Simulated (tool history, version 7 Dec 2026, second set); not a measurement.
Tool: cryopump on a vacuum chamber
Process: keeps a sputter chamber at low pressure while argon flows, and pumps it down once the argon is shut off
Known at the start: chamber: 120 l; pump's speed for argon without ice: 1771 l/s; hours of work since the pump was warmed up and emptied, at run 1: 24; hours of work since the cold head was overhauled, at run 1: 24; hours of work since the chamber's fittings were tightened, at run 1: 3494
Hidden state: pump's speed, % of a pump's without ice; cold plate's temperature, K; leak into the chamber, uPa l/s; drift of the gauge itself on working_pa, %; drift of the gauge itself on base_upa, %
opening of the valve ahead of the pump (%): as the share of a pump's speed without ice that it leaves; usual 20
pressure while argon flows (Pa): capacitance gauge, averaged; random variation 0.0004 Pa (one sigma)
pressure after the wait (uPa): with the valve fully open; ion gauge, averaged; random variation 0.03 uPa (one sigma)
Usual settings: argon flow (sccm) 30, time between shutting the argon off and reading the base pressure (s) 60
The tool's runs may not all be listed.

run	hour	argon flow (sccm)	time between shutting the argon off and reading the base pressure (s)	opening of the valve ahead of the pump (%)	hours of work since the pump was warmed up and emptied	hours of work since the cold head was overhauled	hours of work since the chamber's fittings were tightened	pressure while argon flows (Pa)	pressure after the wait (uPa)
1	0	30	60	20	24	24	3494	0.1439	2.06
2	14.5	23	60	20	35	35	3504	0.1109	2.11
3	30.7	23	60	20	46	46	3516	0.1103	2.09
4	38.3	23	60	20	52	52	3522	0.1103	2.06
5	46.8	23	60	20	58	58	3528	0.1102	2.05
6	56.3	23	60	20	65	65	3535	0.1104	2.08
7	72.9	30	60	20	77	77	3547	0.1436	2.05
8	88.1	30	60	39	89	89	3558	0.0737	2.1
9	99.5	43	60	20	97	97	3567	0.207	2.12
10	111.5	43	60	20	106	106	3576	0.2061	2.09
11	124.8	43	60	20	116	116	3585	0.2067	2.02
12	136.9	30	60	20	124	124	3594	0.1451	2.12
13	145.3	30	60	20	131	131	3600	0.1441	2.09
14	155.9	30	60	20	138	138	3608	0.1447	2.13
15	173.2	44	28	20	151	151	3621	0.2117	3.66
16	185.2	58	60	16	160	160	3630	0.3491	2.12
17	197.2	30	83	20	169	169	3639	0.1452	1.71
18	208.2	30	83	20	177	177	3647	0.1444	1.76
19	225	23	60	20	189	189	3659	0.1114	2.1
20	237.9	17	59	42	199	199	3669	0.0395	2.19
21	248.2	17	59	42	206	206	3676	0.0398	2.13
22	264.8	30	30	20	218	218	3688	0.1456	3.39
23	273.9	48	49	16	225	225	3695	0.2895	2.43
24	283.9	48	49	16	232	232	3702	0.2903	2.38
25	300.2	30	21	21	244	244	3714	0.1392	4.66
26	308.3	30	21	21	250	250	3720	0.1386	4.54

Forecast each of these 5 alternatives for the next run:
A	322.8	59	153	26	261	261	3731	?	?
B	322.8	54	200	20	261	261	3731	?	?
C	322.8	15	60	20	261	261	3731	?	?
D	322.8	30	64	21	261	261	3731	?	?
E	322.8	29	60	20	261	261	3731	?	?

run	pressure while argon flows (Pa)	pressure after the wait (uPa)
A	0.2215	1.38
B	0.2612	1.27
C	0.0729	2.15
D	0.1384	2.07
E	0.1404	2.08
Without the tool's hidden state the same runs would have given:
run	pressure while argon flows (Pa)	pressure after the wait (uPa)
A	0.2169	0.69
B	0.257	0.57
C	0.0717	1.47
D	0.1361	1.38
E	0.1382	1.4
